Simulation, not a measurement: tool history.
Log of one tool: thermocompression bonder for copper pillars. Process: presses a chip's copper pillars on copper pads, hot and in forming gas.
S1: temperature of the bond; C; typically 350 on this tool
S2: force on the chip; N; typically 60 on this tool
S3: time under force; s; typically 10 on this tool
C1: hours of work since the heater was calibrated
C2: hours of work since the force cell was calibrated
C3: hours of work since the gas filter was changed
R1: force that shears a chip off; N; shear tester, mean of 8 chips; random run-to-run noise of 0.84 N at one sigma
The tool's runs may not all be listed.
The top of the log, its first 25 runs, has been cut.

Run 26, day 36.338: usual settings but S1 365 C, S2 67 N, S3 22 s; C1 467; C2 71; C3 262. Result: R1 100.7 N.
Run 27, day 37.221: usual settings but S2 67 N; C1 483; C2 87; C3 277. Result: R1 69.4 N.
At day 38: forming gas filter changed.
Run 28, day 38.871: usual settings but S2 41 N, S3 27 s; C1 513; C2 116; C3 16. Result: R1 64.6 N.
Run 29, day 40.908: usual settings but S1 346 C, S2 37 N, S3 9 s; C1 549; C2 153; C3 52. Result: R1 35.1 N.
Run 30, day 42.212: usual settings but S1 374 C, S2 41 N, S3 7 s; C1 573; C2 177; C3 76. Result: R1 49.3 N.
Run 31, day 43.538: usual settings but S2 42 N; C1 597; C2 200; C3 100. Result: R1 43.6 N.
Run 32, day 45.55: usual settings but S1 349 C, S2 81 N; C1 633; C2 237; C3 136. Result: R1 82.8 N.
Run 33, day 46.65: usual settings but S1 339 C; C1 653; C2 257; C3 156. Result: R1 56 N.
Run 34, day 48.058: usual settings but S1 339 C; C1 678; C2 282; C3 181. Result: R1 55.5 N.
Run 35, day 49.896: usual settings but S1 339 C; C1 711; C2 315; C3 215. Result: R1 54.4 N.
Run 36, day 51.917: usual settings but S1 353 C, S2 55 N, S3 7 s; C1 748; C2 352; C3 251. Result: R1 50.9 N.
Run 37, day 52.933: usual settings but S1 353 C, S2 55 N, S3 7 s; C1 766; C2 370; C3 269. Result: R1 50.9 N.
At day 54.121: forming gas filter changed.
Run 38, day 54.146: usual settings but S1 348 C, S2 77 N; C1 788; C2 391; C3 0. Result: R1 80 N.
Run 39, day 55.192: usual settings but S1 330 C, S2 72 N; C1 807; C2 410; C3 19. Result: R1 59.5 N.

3 ways to go on from here, each from the tool as it stands after run 39. What would each give?
Run A, day 56.9: usual settings but S1 343 C, S2 72 N; C1 837; C2 441; C3 50. Result: R1 ?.
Run B, day 56.9: usual settings but S2 38 N, S3 7 s; C1 837; C2 441; C3 50. Result: R1 ?.
Run C, day 56.9: usual settings but S1 339 C, S2 44 N, S3 6 s; C1 837; C2 441; C3 50. Result: R1 ?.

run    R1
  A  69.6
  B  32.1
  C  30.6
Take away the tool's hidden state, keep each run's random variation, and the runs would have read:
run    R1
  A  74.9
  B  35.2
  C  33.6

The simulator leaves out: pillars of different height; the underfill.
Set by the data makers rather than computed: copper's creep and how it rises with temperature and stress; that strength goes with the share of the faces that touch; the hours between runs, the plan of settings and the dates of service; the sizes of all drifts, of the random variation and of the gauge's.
